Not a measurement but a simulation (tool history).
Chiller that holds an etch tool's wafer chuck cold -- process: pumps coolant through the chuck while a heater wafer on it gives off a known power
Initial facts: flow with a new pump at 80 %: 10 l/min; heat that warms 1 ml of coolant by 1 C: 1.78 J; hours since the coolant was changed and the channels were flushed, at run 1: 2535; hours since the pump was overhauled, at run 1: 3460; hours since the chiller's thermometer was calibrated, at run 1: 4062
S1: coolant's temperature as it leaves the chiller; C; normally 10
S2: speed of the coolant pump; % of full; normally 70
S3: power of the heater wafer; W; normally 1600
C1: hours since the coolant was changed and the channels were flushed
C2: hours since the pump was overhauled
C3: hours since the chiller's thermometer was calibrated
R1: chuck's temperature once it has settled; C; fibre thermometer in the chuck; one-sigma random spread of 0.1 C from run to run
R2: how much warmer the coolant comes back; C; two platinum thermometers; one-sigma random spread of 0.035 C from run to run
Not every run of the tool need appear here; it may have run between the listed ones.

run 1 hour=0.0 | S1=10 S2=70 S3=1600 | C1=2535 C2=3460 C3=4062 | R1=28.4 R2=6.58
run 2 hour=44.4 | S1=10 S2=70 S3=1600 | C1=2579 C2=3504 C3=4107 | R1=28.2 R2=6.59
run 3 hour=100.6 | S1=10 S2=70 S3=2265 | C1=2635 C2=3561 C3=4163 | R1=36.1 R2=9.30
run 4 hour=146.7 | S1=10 S2=70 S3=2265 | C1=2681 C2=3607 C3=4209 | R1=36.0 R2=9.25
run 5 hour=203.3 | S1=10 S2=70 S3=2265 | C1=2738 C2=3663 C3=4265 | R1=36.0 R2=9.34
run 6 hour=285.0 | S1=10 S2=70 S3=2174 | C1=2820 C2=3745 C3=4347 | R1=35.0 R2=8.93
run 7 hour=326.6 | S1=10 S2=70 S3=2174 | C1=2861 C2=3787 C3=4389 | R1=34.9 R2=8.97
run 8 hour=396.9 | S1=10 S2=70 S3=947 | C1=2931 C2=3857 C3=4459 | R1=20.8 R2=3.89
run 9 hour=452.3 | S1=10 S2=70 S3=947 | C1=2987 C2=3912 C3=4514 | R1=20.7 R2=3.93
run 10 hour=505.2 | S1=10 S2=70 S3=947 | C1=3040 C2=3965 C3=4567 | R1=20.8 R2=3.94
run 11 hour=558.1 | S1=10 S2=70 S3=947 | C1=3093 C2=4018 C3=4620 | R1=20.6 R2=3.95
run 12 hour=646.4 | S1=10 S2=70 S3=947 | C1=3181 C2=4106 C3=4709 | R1=20.8 R2=3.87
run 13 hour=725.3 | S1=10 S2=70 S3=947 | C1=3260 C2=4185 C3=4787 | R1=20.7 R2=3.88
run 14 hour=784.8 | S1=10 S2=70 S3=947 | C1=3319 C2=4245 C3=4847 | R1=20.8 R2=3.94
run 15 hour=858.5 | S1=10 S2=70 S3=1091 | C1=3393 C2=4319 C3=4921 | R1=22.6 R2=4.56
-- hour=867.7 coolant pump overhauled
run 16 hour=938.3 | S1=3 S2=71 S3=1019 | C1=3468 C2=71 C3=4995 | R1=14.7 R2=4.28
run 17 hour=978.0 | S1=3 S2=71 S3=1019 | C1=3508 C2=110 C3=5035 | R1=14.8 R2=4.31
run 18 hour=1063.2 | S1=19 S2=72 S3=1600 | C1=3593 C2=195 C3=5120 | R1=37.7 R2=6.60
run 19 hour=1120.4 | S1=19 S2=72 S3=1600 | C1=3650 C2=253 C3=5178 | R1=37.7 R2=6.60
-- hour=1132.6 chiller's thermometer calibrated
run 20 hour=1159.3 | S1=19 S2=72 S3=1600 | C1=3688 C2=291 C3=27 | R1=38.3 R2=6.62
run 21 hour=1239.1 | S1=0 S2=81 S3=1294 | C1=3768 C2=370 C3=106 | R1=13.9 R2=4.75
run 22 hour=1294.8 | S1=10 S2=70 S3=1050 | C1=3823 C2=426 C3=162 | R1=22.8 R2=4.51
run 23 hour=1340.1 | S1=10 S2=70 S3=1050 | C1=3869 C2=471 C3=207 | R1=22.9 R2=4.47
-- hour=1416.7 coolant pump overhauled, once more
run 24 hour=1432.5 | S1=6 S2=80 S3=1737 | C1=3956 C2=16 C3=295 | R1=23.4 R2=5.82
run 25 hour=1487.1 | S1=6 S2=80 S3=1737 | C1=4011 C2=70 C3=349 | R1=23.2 R2=5.78
run 26 hour=1546.7 | S1=19 S2=62 S3=1600 | C1=4070 C2=130 C3=409 | R1=39.1 R2=6.95
run 27 hour=1625.7 | S1=19 S2=62 S3=1600 | C1=4149 C2=209 C3=488 | R1=39.4 R2=6.94
run 28 hour=1678.8 | S1=19 S2=62 S3=1600 | C1=4202 C2=262 C3=541 | R1=39.2 R2=6.97

Hidden condition of the tool, last listed run before each entry between runs versus first listed run after:
In the gap between runs 15 and 16: coolant pump overhauled (hour 867.7)
  heat passed by the chuck's channels, % of clean ones': 90.1 -> 89.9; flow at a given pump speed, % of a new pump's: 92.7 -> 90.7
  measured result minus the result with no hidden state, R1: +1.4 -> +1.5 C; R2: +0.33 -> +0.40 C
In the gap between runs 19 and 20: chiller's thermometer calibrated (hour 1132.6)
  heat passed by the chuck's channels, % of clean ones': 89.4 -> 89.3; flow at a given pump speed, % of a new pump's: 90.5 -> 90.4; coolant's true temperature over the reading, C: -0.48 -> -0.01
  measured result minus the result with no hidden state, R1: +2.7 -> +3.2 C; R2: +0.63 -> +0.64 C
In the gap between runs 23 and 24: coolant pump overhauled, once more (hour 1416.7)
  heat passed by the chuck's channels, % of clean ones': 88.8 -> 88.6; flow at a given pump speed, % of a new pump's: 90.1 -> 100.9
  measured result minus the result with no hidden state, R1: +2.2 -> +1.5 C; R2: +0.44 -> -0.05 C
